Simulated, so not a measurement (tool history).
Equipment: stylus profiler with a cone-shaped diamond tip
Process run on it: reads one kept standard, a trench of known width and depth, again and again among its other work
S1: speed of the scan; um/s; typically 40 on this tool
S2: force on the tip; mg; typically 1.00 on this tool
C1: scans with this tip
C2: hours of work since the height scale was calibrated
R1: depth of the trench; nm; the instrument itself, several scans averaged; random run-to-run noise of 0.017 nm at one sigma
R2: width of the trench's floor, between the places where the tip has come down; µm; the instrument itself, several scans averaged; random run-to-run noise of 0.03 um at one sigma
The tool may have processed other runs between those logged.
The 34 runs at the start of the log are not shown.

run     day   S1    S2    C1  C2      R1     R2
 35  18.050   38  1.00  1901  43  100.42  98.40
     18.138  -- height scale calibrated on a step standard, once more
 36  18.679   68  0.65  1941   7  100.30  98.07
 37  19.229  155  0.65  1978  15  100.32  97.33
 38  19.808   18  1.00  2016  23  100.44  98.49
 39  20.317   18  1.00  2050  29  100.42  98.55
 40  20.742  128  2.70  2078  35  100.88  98.11
 41  21.404  158  2.67  2122  44  100.88  97.90
 42  21.704   12  2.67  2141  48  100.88  98.57
 43  22.304   75  0.64  2181  56  100.31  97.96
 44  22.875   75  0.64  2219  64  100.29  97.97
 45  23.362   75  0.64  2251  70  100.30  97.91
 46  23.917   52  1.00  2288  78  100.43  98.24

Here are 4 independent what-if runs from the current tool condition. What would each one return?
  A  24.521  39  1.00  2328  86   ?   ?
  B  24.521  19  1.00  2328  86   ?   ?
  C  24.521  12  1.52  2328  86   ?   ?
  D  24.521  34  1.48  2328  86   ?   ?

run      R1     R2
  A  100.43  98.34
  B  100.40  98.51
  C  100.57  98.54
  D  100.54  98.42
Without the tool's unlogged condition, the same runs would have read:
run      R1     R2
  A  100.50  98.47
  B  100.47  98.64
  C  100.64  98.67
  D  100.61  98.55
